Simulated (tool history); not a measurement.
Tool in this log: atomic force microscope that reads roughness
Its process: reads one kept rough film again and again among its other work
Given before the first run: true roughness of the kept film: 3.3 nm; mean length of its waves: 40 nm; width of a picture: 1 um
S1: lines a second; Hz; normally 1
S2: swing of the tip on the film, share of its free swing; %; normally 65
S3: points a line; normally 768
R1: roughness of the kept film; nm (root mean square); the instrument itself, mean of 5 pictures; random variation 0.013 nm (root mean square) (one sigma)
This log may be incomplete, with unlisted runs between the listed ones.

run	day	S1	S2	S3	R1
1	0	1	65	768	2.716
2	0.392	1	65	291	2.675
3	1.117	1	65	291	2.615
4	1.842	1	70	291	2.522
# day 2.075: new tip fitted
5	2.696	1	70	291	2.829
6	3.146	1	70	291	2.801
7	3.712	1.73	70	291	2.66
8	4.242	1.73	70	291	2.627
9	5.117	1.73	70	291	2.551
10	5.767	1.73	70	291	2.488
11	6.379	2.55	65	768	2.451
# day 7.108: new tip fitted
12	7.321	2.55	65	768	2.757
13	7.967	2.55	65	768	2.724
14	8.688	2.55	65	768	2.641
# day 8.804: height scale calibrated on a step standard
15	9.458	1	62	768	2.743
16	10.292	1	62	768	2.681
# day 11.112: height scale calibrated on a step standard, once more
17	11.267	1	62	768	2.691
18	12.004	2.94	72	261	2.273
# day 12.212: new tip fitted
19	12.821	2.94	72	383	2.584
20	13.404	1.08	65	768	2.875
21	14.258	1.08	65	768	2.805
22	14.929	1.08	79	768	2.637
23	15.417	1.08	79	768	2.566
24	15.992	3.4	80	327	2.117
25	16.838	3.4	80	327	2.051
# day 17.258: new tip fitted
26	17.55	0.62	73	327	2.943

Expected results for the next run?
27	18.079	0.62	73	327	?

{"run 27": {"R1": 2.925}}
On a tool with no hidden condition, and with the same random variation, this run would have come out at R1 3.002 nm (root mean square).

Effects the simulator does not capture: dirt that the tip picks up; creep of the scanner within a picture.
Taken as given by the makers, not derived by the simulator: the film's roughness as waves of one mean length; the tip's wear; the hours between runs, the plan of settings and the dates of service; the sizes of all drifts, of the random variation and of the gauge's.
